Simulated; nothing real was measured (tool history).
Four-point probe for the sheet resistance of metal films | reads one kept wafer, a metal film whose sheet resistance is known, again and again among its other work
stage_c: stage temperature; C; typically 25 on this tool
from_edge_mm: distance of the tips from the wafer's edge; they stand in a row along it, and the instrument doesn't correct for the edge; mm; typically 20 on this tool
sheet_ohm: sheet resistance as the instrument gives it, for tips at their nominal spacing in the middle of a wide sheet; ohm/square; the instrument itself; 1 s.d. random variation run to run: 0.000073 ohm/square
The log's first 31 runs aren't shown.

run	hour	stage_c	from_edge_mm	sheet_ohm
32	1941.4	21	38	0.364743
33	2000.6	21	38	0.364705
34	2078.5	20	5	0.366675
35	2171.2	35	12	0.364447
36	2218.9	35	12	0.364187
37	2275.2	34	15	0.364324
38	2329	29	15	0.364682
39	2420.7	29	15	0.364691

Below are 4 alternative next runs, each starting from the tool's condition after run 39. Predict each:
A	2491	27	13	?
B	2491	34	14	?
C	2491	30	15	?
D	2491	26	9	?

run	sheet_ohm
A	0.36505
B	0.364655
C	0.364643
D	0.365341
What these runs would have given with no unlogged condition in the tool:
run	sheet_ohm
A	0.363133
B	0.362751
C	0.362733
D	0.363422

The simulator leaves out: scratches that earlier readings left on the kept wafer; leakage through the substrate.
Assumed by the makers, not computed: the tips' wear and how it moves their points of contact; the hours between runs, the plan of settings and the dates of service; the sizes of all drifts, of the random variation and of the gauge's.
